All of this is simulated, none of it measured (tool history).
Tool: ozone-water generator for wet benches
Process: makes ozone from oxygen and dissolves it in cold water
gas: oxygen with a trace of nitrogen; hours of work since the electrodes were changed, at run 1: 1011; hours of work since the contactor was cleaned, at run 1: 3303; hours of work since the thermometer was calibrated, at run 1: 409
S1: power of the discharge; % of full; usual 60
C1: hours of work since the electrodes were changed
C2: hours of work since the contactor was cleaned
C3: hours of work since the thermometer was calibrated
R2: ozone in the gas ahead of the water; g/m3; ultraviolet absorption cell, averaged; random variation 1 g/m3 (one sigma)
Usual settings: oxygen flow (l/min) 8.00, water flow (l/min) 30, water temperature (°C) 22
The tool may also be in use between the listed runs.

{"run": 1, "hour": 0.0, "S1": 60, "oxygen flow (l/min)": 8.0, "water flow (l/min)": 30, "water temperature (°C)": 22, "C1": 1011, "C2": 3303, "C3": 409, "dissolved ozone (ppm)": 15.0, "R2": 170.5}
{"run": 2, "hour": 32.9, "S1": 60, "oxygen flow (l/min)": 8.0, "water flow (l/min)": 30, "water temperature (°C)": 22, "C1": 1033, "C2": 3325, "C3": 431, "dissolved ozone (ppm)": 14.9, "R2": 172.4}
{"run": 3, "hour": 63.9, "S1": 60, "oxygen flow (l/min)": 8.0, "water flow (l/min)": 30, "water temperature (°C)": 22, "C1": 1054, "C2": 3346, "C3": 452, "dissolved ozone (ppm)": 15.0, "R2": 170.7}
{"run": 4, "hour": 94.1, "S1": 60, "oxygen flow (l/min)": 8.0, "water flow (l/min)": 44, "water temperature (°C)": 22, "C1": 1074, "C2": 3366, "C3": 472, "dissolved ozone (ppm)": 11.0, "R2": 171.6}
{"run": 5, "hour": 124.3, "S1": 60, "oxygen flow (l/min)": 8.0, "water flow (l/min)": 30, "water temperature (°C)": 22, "C1": 1094, "C2": 3387, "C3": 492, "dissolved ozone (ppm)": 15.0, "R2": 171.9}
{"run": 6, "hour": 152.7, "S1": 60, "oxygen flow (l/min)": 8.0, "water flow (l/min)": 30, "water temperature (°C)": 22, "C1": 1114, "C2": 3406, "C3": 511, "dissolved ozone (ppm)": 15.1, "R2": 172.1}
{"run": 7, "hour": 184.2, "S1": 60, "oxygen flow (l/min)": 8.0, "water flow (l/min)": 30, "water temperature (°C)": 22, "C1": 1135, "C2": 3427, "C3": 533, "dissolved ozone (ppm)": 15.1, "R2": 171.4}
{"run": 8, "hour": 205.1, "S1": 60, "oxygen flow (l/min)": 8.0, "water flow (l/min)": 30, "water temperature (°C)": 22, "C1": 1149, "C2": 3441, "C3": 547, "dissolved ozone (ppm)": 14.9, "R2": 173.1}
{"run": 9, "hour": 238.4, "S1": 60, "oxygen flow (l/min)": 8.0, "water flow (l/min)": 30, "water temperature (°C)": 22, "C1": 1171, "C2": 3463, "C3": 569, "dissolved ozone (ppm)": 14.9, "R2": 171.5}
{"run": 10, "hour": 274.3, "S1": 60, "oxygen flow (l/min)": 8.0, "water flow (l/min)": 30, "water temperature (°C)": 19, "C1": 1195, "C2": 3488, "C3": 593, "dissolved ozone (ppm)": 15.4, "R2": 172.9}
{"run": 11, "hour": 292.5, "S1": 60, "oxygen flow (l/min)": 8.0, "water flow (l/min)": 30, "water temperature (°C)": 19, "C1": 1208, "C2": 3500, "C3": 606, "dissolved ozone (ppm)": 15.4, "R2": 171.0}
{"run": 12, "hour": 319.1, "S1": 84, "oxygen flow (l/min)": 8.0, "water flow (l/min)": 30, "water temperature (°C)": 19, "C1": 1225, "C2": 3518, "C3": 623, "dissolved ozone (ppm)": 21.1, "R2": 231.3}
{"run": 13, "hour": 336.5, "S1": 69, "oxygen flow (l/min)": 8.0, "water flow (l/min)": 30, "water temperature (°C)": 19, "C1": 1237, "C2": 3529, "C3": 635, "dissolved ozone (ppm)": 17.6, "R2": 193.0}
{"run": 14, "hour": 357.6, "S1": 69, "oxygen flow (l/min)": 8.0, "water flow (l/min)": 30, "water temperature (°C)": 19, "C1": 1251, "C2": 3544, "C3": 649, "dissolved ozone (ppm)": 17.7, "R2": 195.6}
{"run": 15, "hour": 395.1, "S1": 60, "oxygen flow (l/min)": 8.0, "water flow (l/min)": 20, "water temperature (°C)": 22, "C1": 1277, "C2": 3569, "C3": 675, "dissolved ozone (ppm)": 19.4, "R2": 170.1}
{"run": 16, "hour": 413.6, "S1": 60, "oxygen flow (l/min)": 8.0, "water flow (l/min)": 20, "water temperature (°C)": 22, "C1": 1289, "C2": 3581, "C3": 687, "dissolved ozone (ppm)": 19.6, "R2": 172.1}
{"run": 17, "hour": 439.0, "S1": 60, "oxygen flow (l/min)": 8.0, "water flow (l/min)": 20, "water temperature (°C)": 22, "C1": 1306, "C2": 3598, "C3": 704, "dissolved ozone (ppm)": 19.8, "R2": 171.2}
{"run": 18, "hour": 478.4, "S1": 97, "oxygen flow (l/min)": 4.93, "water flow (l/min)": 30, "water temperature (°C)": 22, "C1": 1333, "C2": 3625, "C3": 731, "dissolved ozone (ppm)": 20.8, "R2": 312.0}
{"run": 19, "hour": 512.2, "S1": 73, "oxygen flow (l/min)": 4.86, "water flow (l/min)": 29, "water temperature (°C)": 17, "C1": 1355, "C2": 3648, "C3": 753, "dissolved ozone (ppm)": 17.0, "R2": 241.2}
{"run": 20, "hour": 545.1, "S1": 73, "oxygen flow (l/min)": 4.86, "water flow (l/min)": 29, "water temperature (°C)": 17, "C1": 1378, "C2": 3670, "C3": 775, "dissolved ozone (ppm)": 17.5, "R2": 244.5}
{"run": 21, "hour": 565.8, "S1": 65, "oxygen flow (l/min)": 4.86, "water flow (l/min)": 29, "water temperature (°C)": 25, "C1": 1391, "C2": 3684, "C3": 789, "dissolved ozone (ppm)": 14.1, "R2": 216.3}
{"run": 22, "hour": 592.8, "S1": 65, "oxygen flow (l/min)": 4.86, "water flow (l/min)": 29, "water temperature (°C)": 25, "C1": 1410, "C2": 3702, "C3": 808, "dissolved ozone (ppm)": 14.2, "R2": 220.7}
{"run": 23, "hour": 610.1, "S1": 65, "oxygen flow (l/min)": 4.08, "water flow (l/min)": 31, "water temperature (°C)": 18, "C1": 1421, "C2": 3713, "C3": 819, "dissolved ozone (ppm)": 13.5, "R2": 233.1}
{"run": 24, "hour": 649.3, "S1": 65, "oxygen flow (l/min)": 4.08, "water flow (l/min)": 31, "water temperature (°C)": 18, "C1": 1448, "C2": 3740, "C3": 846, "dissolved ozone (ppm)": 13.5, "R2": 233.0}
{"run": 25, "hour": 678.8, "S1": 58, "oxygen flow (l/min)": 8.0, "water flow (l/min)": 30, "water temperature (°C)": 22, "C1": 1467, "C2": 3760, "C3": 865, "dissolved ozone (ppm)": 14.3, "R2": 166.5}
{"run": 26, "hour": 705.8, "S1": 58, "oxygen flow (l/min)": 8.0, "water flow (l/min)": 30, "water temperature (°C)": 22, "C1": 1486, "C2": 3778, "C3": 884, "dissolved ozone (ppm)": 14.1, "R2": 164.5}
{"run": 27, "hour": 743.3, "S1": 60, "oxygen flow (l/min)": 8.0, "water flow (l/min)": 32, "water temperature (°C)": 21, "C1": 1511, "C2": 3803, "C3": 909, "dissolved ozone (ppm)": 14.4, "R2": 170.1}
{"run": 28, "hour": 764.9, "S1": 60, "oxygen flow (l/min)": 10.48, "water flow (l/min)": 18, "water temperature (°C)": 22, "C1": 1525, "C2": 3818, "C3": 923, "dissolved ozone (ppm)": 20.8, "R2": 155.5}
{"run": 29, "hour": 781.9, "S1": 71, "oxygen flow (l/min)": 8.04, "water flow (l/min)": 47, "water temperature (°C)": 14, "C1": 1537, "C2": 3829, "C3": 935, "dissolved ozone (ppm)": 13.3, "R2": 198.2}
{"run": 30, "hour": 802.0, "S1": 74, "oxygen flow (l/min)": 12.73, "water flow (l/min)": 22, "water temperature (°C)": 18, "C1": 1550, "C2": 3843, "C3": 948, "dissolved ozone (ppm)": 24.2, "R2": 175.5}
{"run": 31, "hour": 839.5, "S1": 98, "oxygen flow (l/min)": 12.73, "water flow (l/min)": 42, "water temperature (°C)": 18, "C1": 1576, "C2": 3868, "C3": 974, "dissolved ozone (ppm)": 20.6, "R2": 227.0}
{"run": 32, "hour": 876.1, "S1": 65, "oxygen flow (l/min)": 5.87, "water flow (l/min)": 26, "water temperature (°C)": 22, "C1": 1600, "C2": 3892, "C3": 998, "dissolved ozone (ppm)": 16.7, "R2": 206.8}

Some steps in dissolved ozone (ppm) between neighbouring runs. How much of each would the tool show without its hidden state too (settings, what came in, random variation), and how much is left for the hidden state, with any gauge scatter that isn't in both results?
The hidden state here: yield of the discharge, % of new electrodes'; contactor's efficiency, % of a clean one's; true water temperature over the reading, C; drift of the gauge itself on ozone_ppm, %; drift of the gauge itself on gas_g_m3, %.
Run 11 -> 12: S1 60 -> 84. dissolved ozone (ppm) +5.7: hidden state -0.3, all else +6.0.
Run 27 -> 28: oxygen flow (l/min) 8.00 -> 10.48, water flow (l/min) 32 -> 18, water temperature (°C) 21 -> 22. dissolved ozone (ppm) +6.4: hidden state -0.3, all else +6.7.
Run 28 -> 29: S1 60 -> 71, oxygen flow (l/min) 10.48 -> 8.04, water flow (l/min) 18 -> 47, water temperature (°C) 22 -> 14. dissolved ozone (ppm) -7.5: hidden state +0.3, all else -7.8.
Run 29 -> 30: S1 71 -> 74, oxygen flow (l/min) 8.04 -> 12.73, water flow (l/min) 47 -> 22, water temperature (°C) 14 -> 18. dissolved ozone (ppm) +10.9: hidden state -0.6, all else +11.5.
Run 31 -> 32: S1 98 -> 65, oxygen flow (l/min) 12.73 -> 5.87, water flow (l/min) 42 -> 26, water temperature (°C) 18 -> 22. dissolved ozone (ppm) -3.9: hidden state +0.5, all else -4.4.
